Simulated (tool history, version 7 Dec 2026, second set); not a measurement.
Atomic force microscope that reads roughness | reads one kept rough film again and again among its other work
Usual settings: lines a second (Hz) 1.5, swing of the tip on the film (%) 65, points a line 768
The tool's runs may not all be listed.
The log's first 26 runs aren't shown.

run,hour,lines a second (Hz),swing of the tip on the film (%),points a line,roughness of the kept film (nm (root mean square))
# hour 1061.1: new tip fitted
27,1085.4,1.5,69,768,3.334
28,1134.9,0.51,60,495,3.271
# hour 1169.6: new tip fitted
29,1186.1,0.51,60,495,3.412
30,1221.4,1.97,60,965,3.26
31,1249.3,1.97,60,964,3.204
# hour 1278.6: new tip fitted
32,1304.8,1.15,69,303,3.31
33,1364.4,0.77,86,356,3.128
# hour 1390.2: new tip fitted
34,1391.2,0.77,86,356,3.358
35,1434.4,3.74,85,854,2.937
36,1461.1,3.98,71,768,3.073
# hour 1499.2: new tip fitted
37,1504.1,3.98,71,768,3.258
38,1530.2,3.98,71,768,3.161
39,1581.3,3.98,71,768,3.064
# hour 1609.5: new tip fitted
40,1627.6,0.54,66,449,3.406

3 ways to go on from here, each from the tool as it stands after run 40. What would each give?
A,1675.7,0.54,60,439,?
B,1675.7,0.93,83,449,?
C,1675.7,1.53,65,768,?

run,roughness of the kept film (nm (root mean square))
A,3.303
B,3.214
C,3.283
Without the tool's hidden state the same runs would have given:
run,roughness of the kept film (nm (root mean square))
A,3.374
B,3.283
C,3.353
